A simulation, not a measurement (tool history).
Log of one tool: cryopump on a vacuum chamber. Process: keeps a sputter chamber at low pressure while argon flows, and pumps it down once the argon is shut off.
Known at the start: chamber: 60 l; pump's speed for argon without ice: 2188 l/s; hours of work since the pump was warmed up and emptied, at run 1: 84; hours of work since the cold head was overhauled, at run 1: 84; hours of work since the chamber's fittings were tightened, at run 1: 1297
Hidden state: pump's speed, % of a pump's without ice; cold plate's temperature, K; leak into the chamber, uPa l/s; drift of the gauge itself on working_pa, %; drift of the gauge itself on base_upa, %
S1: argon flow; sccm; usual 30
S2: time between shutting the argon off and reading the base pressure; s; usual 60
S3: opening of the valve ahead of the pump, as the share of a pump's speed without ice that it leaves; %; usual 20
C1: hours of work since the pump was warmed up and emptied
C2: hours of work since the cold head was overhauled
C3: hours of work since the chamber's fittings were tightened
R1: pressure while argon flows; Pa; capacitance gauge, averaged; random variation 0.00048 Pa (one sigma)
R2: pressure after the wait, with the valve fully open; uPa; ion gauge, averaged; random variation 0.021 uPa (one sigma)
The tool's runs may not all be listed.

{"run": 1, "hour": 0.0, "S1": 30, "S2": 60, "S3": 20, "C1": 84, "C2": 84, "C3": 1297, "R1": 0.1162, "R2": 1.07}
{"run": 2, "hour": 94.5, "S1": 30, "S2": 60, "S3": 20, "C1": 158, "C2": 158, "C3": 1370, "R1": 0.1163, "R2": 1.09}
{"run": 3, "hour": 177.8, "S1": 30, "S2": 60, "S3": 22, "C1": 223, "C2": 223, "C3": 1435, "R1": 0.1069, "R2": 1.1}
{"run": 4, "hour": 247.2, "S1": 30, "S2": 60, "S3": 20, "C1": 277, "C2": 277, "C3": 1489, "R1": 0.1172, "R2": 1.19}
{"run": 5, "hour": 300.7, "S1": 30, "S2": 60, "S3": 20, "C1": 319, "C2": 319, "C3": 1531, "R1": 0.1177, "R2": 1.18}
{"run": 6, "hour": 397.5, "S1": 30, "S2": 60, "S3": 20, "C1": 394, "C2": 394, "C3": 1606, "R1": 0.1179, "R2": 1.22}
{"run": 7, "hour": 474.3, "S1": 30, "S2": 60, "S3": 20, "C1": 454, "C2": 454, "C3": 1666, "R1": 0.1181, "R2": 1.29}
{"run": 8, "hour": 566.0, "S1": 30, "S2": 60, "S3": 20, "C1": 525, "C2": 525, "C3": 1737, "R1": 0.119, "R2": 1.27}
{"run": 9, "hour": 615.1, "S1": 30, "S2": 60, "S3": 20, "C1": 563, "C2": 563, "C3": 1775, "R1": 0.1181, "R2": 1.39}
{"run": 10, "hour": 686.3, "S1": 30, "S2": 60, "S3": 20, "C1": 619, "C2": 619, "C3": 1831, "R1": 0.1186, "R2": 1.49}
{"run": 11, "hour": 783.9, "S1": 24, "S2": 33, "S3": 56, "C1": 695, "C2": 695, "C3": 1907, "R1": 0.0357, "R2": 1.68}
{"run": 12, "hour": 832.9, "S1": 24, "S2": 33, "S3": 56, "C1": 733, "C2": 733, "C3": 1945, "R1": 0.0359, "R2": 1.75}
{"run": 13, "hour": 897.1, "S1": 24, "S2": 33, "S3": 56, "C1": 783, "C2": 783, "C3": 1995, "R1": 0.0363, "R2": 1.78}
{"run": 14, "hour": 987.0, "S1": 24, "S2": 76, "S3": 22, "C1": 853, "C2": 853, "C3": 2065, "R1": 0.0878, "R2": 1.53}
{"run": 15, "hour": 1059.0, "S1": 36, "S2": 218, "S3": 49, "C1": 909, "C2": 909, "C3": 2121, "R1": 0.062, "R2": 1.47}
{"hour": 1073.8, "done": "pump warmed up, emptied and cooled again"}
{"run": 16, "hour": 1161.9, "S1": 16, "S2": 21, "S3": 47, "C1": 69, "C2": 985, "C3": 2197, "R1": 0.0271, "R2": 1.98}
{"run": 17, "hour": 1243.7, "S1": 13, "S2": 196, "S3": 20, "C1": 132, "C2": 1049, "C3": 2261, "R1": 0.0514, "R2": 1.35}
{"run": 18, "hour": 1341.5, "S1": 21, "S2": 179, "S3": 20, "C1": 208, "C2": 1125, "C3": 2337, "R1": 0.0827, "R2": 1.37}
{"run": 19, "hour": 1395.4, "S1": 21, "S2": 227, "S3": 22, "C1": 250, "C2": 1167, "C3": 2379, "R1": 0.0743, "R2": 1.38}
{"run": 20, "hour": 1480.1, "S1": 33, "S2": 154, "S3": 22, "C1": 316, "C2": 1233, "C3": 2445, "R1": 0.1189, "R2": 1.49}

Forecast each of these 3 alternatives for the next run:
{"run": "A", "hour": 1566.8, "S1": 56, "S2": 49, "S3": 22, "C1": 384, "C2": 1300, "C3": 2512, "R1": "?", "R2": "?"}
{"run": "B", "hour": 1566.8, "S1": 51, "S2": 60, "S3": 20, "C1": 384, "C2": 1300, "C3": 2512, "R1": "?", "R2": "?"}
{"run": "C", "hour": 1566.8, "S1": 23, "S2": 60, "S3": 16, "C1": 384, "C2": 1300, "C3": 2512, "R1": "?", "R2": "?"}

run=A R1=0.2006 R2=1.79
run=B R1=0.2000 R2=1.75
run=C R1=0.1137 R2=1.69
Without the tool's hidden state the same runs would have given:
run=A R1=0.1968 R2=0.49
run=B R1=0.1965 R2=0.43
run=C R1=0.1121 R2=0.38
